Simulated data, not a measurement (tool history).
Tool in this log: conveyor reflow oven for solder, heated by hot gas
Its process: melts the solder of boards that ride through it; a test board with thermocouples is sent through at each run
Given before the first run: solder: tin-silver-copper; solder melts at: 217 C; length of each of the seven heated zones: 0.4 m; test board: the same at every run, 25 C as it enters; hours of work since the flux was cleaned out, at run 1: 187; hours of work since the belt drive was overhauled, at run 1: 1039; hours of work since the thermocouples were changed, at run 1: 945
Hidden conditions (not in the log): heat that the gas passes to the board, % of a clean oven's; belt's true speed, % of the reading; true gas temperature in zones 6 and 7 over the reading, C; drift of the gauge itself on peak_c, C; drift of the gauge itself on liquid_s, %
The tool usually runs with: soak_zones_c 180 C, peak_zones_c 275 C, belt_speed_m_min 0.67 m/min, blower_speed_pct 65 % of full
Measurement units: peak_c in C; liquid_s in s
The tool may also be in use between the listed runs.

| run | hour | soak_zones_c | peak_zones_c | belt_speed_m_min | blower_speed_pct | hours of work since the flux was cleaned out | hours of work since the belt drive was overhauled | hours of work since the thermocouples were changed | peak_c | liquid_s |
|---|---|---|---|---|---|---|---|---|---|---|
| 1 | 0 | 180 | 275 | 0.67 | 65 | 187 | 1039 | 945 | 254.3 | 57.8 |
| 2 | 70.5 | 180 | 275 | 0.67 | 65 | 241 | 1093 | 999 | 253.3 | 54.9 |
|  | 123.5 | belt drive overhauled, speed set with a stopwatch |
| 3 | 135.4 | 180 | 264 | 0.67 | 65 | 287 | 9 | 1045 | 243.6 | 48.7 |
| 4 | 192.6 | 180 | 264 | 0.67 | 65 | 331 | 53 | 1089 | 244.7 | 48.3 |
| 5 | 241.3 | 180 | 264 | 0.67 | 65 | 368 | 90 | 1126 | 243.6 | 48.3 |
| 6 | 313.5 | 176 | 276 | 0.794 | 65 | 423 | 145 | 1181 | 245.4 | 39.7 |
|  | 354.9 | flux residue cleaned out of gas plates and filters |
| 7 | 367.5 | 180 | 280 | 0.584 | 65 | 10 | 182 | 1218 | 264.2 | 71.9 |
|  | 396.7 | thermocouples of zones 6 and 7 changed |
| 8 | 449.8 | 174 | 274 | 0.55 | 51 | 71 | 243 | 40 | 256.3 | 69.4 |
| 9 | 483.7 | 180 | 282 | 0.628 | 81 | 97 | 269 | 66 | 269.4 | 70.9 |
| 10 | 552.1 | 180 | 275 | 0.747 | 67 | 149 | 321 | 118 | 253.9 | 49.7 |

Hidden condition of the tool, last listed run before each entry between runs versus first listed run after:
From run 2 to run 3: belt drive overhauled, speed set with a stopwatch (hour 123.5)
  heat that the gas passes to the board, % of a clean oven's: 90.5 -> 88.9; belt's true speed, % of the reading: 99.01 -> 98.8; true gas temperature in zones 6 and 7 over the reading, C: -2.3 -> -2.41
  measured less the result without the state, peak_c: -4 -> -4.3 C; liquid_s: -2.3 -> -3.6 s
From run 6 to run 7: flux residue cleaned out of gas plates and filters (hour 354.9)
  heat that the gas passes to the board, % of a clean oven's: 84.4 -> 98.4; belt's true speed, % of the reading: 98.68 -> 98.65; true gas temperature in zones 6 and 7 over the reading, C: -2.72 -> -2.81
  measured less the result without the state, peak_c: -7 -> -2.5 C; liquid_s: -5.2 -> -0.2 s
From run 7 to run 8: thermocouples of zones 6 and 7 changed (hour 396.7)
  heat that the gas passes to the board, % of a clean oven's: 98.4 -> 96; belt's true speed, % of the reading: 98.65 -> 98.6; true gas temperature in zones 6 and 7 over the reading, C: -2.81 -> 0
  measured less the result without the state, peak_c: -2.5 -> -0.2 C; liquid_s: -0.2 -> +0.7 s
